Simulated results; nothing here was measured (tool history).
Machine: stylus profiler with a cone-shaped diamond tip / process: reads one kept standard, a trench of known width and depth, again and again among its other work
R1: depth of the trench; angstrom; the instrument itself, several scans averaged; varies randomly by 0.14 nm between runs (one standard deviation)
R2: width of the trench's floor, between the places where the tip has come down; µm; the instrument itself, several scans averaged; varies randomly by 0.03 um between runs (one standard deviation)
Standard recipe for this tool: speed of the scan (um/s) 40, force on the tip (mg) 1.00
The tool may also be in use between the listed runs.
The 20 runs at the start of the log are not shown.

run 21 hour=651.3 | speed_of_the_scan_(um/s)=15 force_on_the_tip_(mg)=1.00 | R1=5017.2 R2=23.95
run 22 hour=679.2 | speed_of_the_scan_(um/s)=15 force_on_the_tip_(mg)=2.78 | R1=5032.8 R2=23.86
run 23 hour=712.2 | speed_of_the_scan_(um/s)=31 force_on_the_tip_(mg)=0.52 | R1=5013.1 R2=23.69
run 24 hour=750.4 | speed_of_the_scan_(um/s)=78 force_on_the_tip_(mg)=1.67 | R1=5024.4 R2=23.59
run 25 hour=778.9 | speed_of_the_scan_(um/s)=78 force_on_the_tip_(mg)=1.67 | R1=5022.0 R2=23.53
run 26 hour=799.2 | speed_of_the_scan_(um/s)=78 force_on_the_tip_(mg)=1.67 | R1=5026.7 R2=23.56
run 27 hour=826.0 | speed_of_the_scan_(um/s)=78 force_on_the_tip_(mg)=1.67 | R1=5025.0 R2=23.48
run 28 hour=858.7 | speed_of_the_scan_(um/s)=80 force_on_the_tip_(mg)=1.00 | R1=5019.4 R2=23.30
run 29 hour=877.0 | speed_of_the_scan_(um/s)=14 force_on_the_tip_(mg)=0.69 | R1=5018.9 R2=23.62
run 30 hour=896.8 | speed_of_the_scan_(um/s)=65 force_on_the_tip_(mg)=2.19 | R1=5031.9 R2=23.42
run 31 hour=934.8 | speed_of_the_scan_(um/s)=46 force_on_the_tip_(mg)=0.90 | R1=5018.7 R2=23.37
run 32 hour=953.1 | speed_of_the_scan_(um/s)=46 force_on_the_tip_(mg)=0.90 | R1=5019.4 R2=23.40
run 33 hour=971.3 | speed_of_the_scan_(um/s)=21 force_on_the_tip_(mg)=0.50 | R1=5016.4 R2=23.43
run 34 hour=1001.7 | speed_of_the_scan_(um/s)=21 force_on_the_tip_(mg)=0.50 | R1=5016.2 R2=23.44
run 35 hour=1040.2 | speed_of_the_scan_(um/s)=10 force_on_the_tip_(mg)=0.91 | R1=5022.0 R2=23.47
run 36 hour=1057.6 | speed_of_the_scan_(um/s)=19 force_on_the_tip_(mg)=1.13 | R1=5023.0 R2=23.36
run 37 hour=1083.0 | speed_of_the_scan_(um/s)=31 force_on_the_tip_(mg)=2.82 | R1=5034.7 R2=23.35
run 38 hour=1122.9 | speed_of_the_scan_(um/s)=31 force_on_the_tip_(mg)=2.82 | R1=5038.8 R2=23.28
run 39 hour=1162.2 | speed_of_the_scan_(um/s)=135 force_on_the_tip_(mg)=0.36 | R1=5013.2 R2=22.26
run 40 hour=1201.5 | speed_of_the_scan_(um/s)=154 force_on_the_tip_(mg)=0.55 | R1=5017.3 R2=22.30
run 41 hour=1220.8 | speed_of_the_scan_(um/s)=40 force_on_the_tip_(mg)=0.39 | R1=5021.4 R2=22.96
run 42 hour=1244.5 | speed_of_the_scan_(um/s)=39 force_on_the_tip_(mg)=0.44 | R1=5018.1 R2=22.95
run 43 hour=1280.2 | speed_of_the_scan_(um/s)=49 force_on_the_tip_(mg)=1.11 | R1=5025.3 R2=22.95
run 44 hour=1309.4 | speed_of_the_scan_(um/s)=74 force_on_the_tip_(mg)=0.57 | R1=5021.6 R2=22.67

Predict each of these 4 candidate next runs independently; none follows another, all start after run 44:
run A hour=1351.9 | speed_of_the_scan_(um/s)=17 force_on_the_tip_(mg)=0.69 | R1=? R2=?
run B hour=1351.9 | speed_of_the_scan_(um/s)=51 force_on_the_tip_(mg)=1.66 | R1=? R2=?
run C hour=1351.9 | speed_of_the_scan_(um/s)=74 force_on_the_tip_(mg)=1.65 | R1=? R2=?
run D hour=1351.9 | speed_of_the_scan_(um/s)=143 force_on_the_tip_(mg)=0.54 | R1=? R2=?

run=A R1=5022.5 R2=22.97
run=B R1=5032.9 R2=22.82
run=C R1=5031.7 R2=22.83
run=D R1=5019.7 R2=22.15
Had the tool no hidden state, the same runs would have come out as:
run=A R1=5011.2 R2=25.55
run=B R1=5021.5 R2=25.41
run=C R1=5020.3 R2=25.41
run=D R1=5008.4 R2=24.73
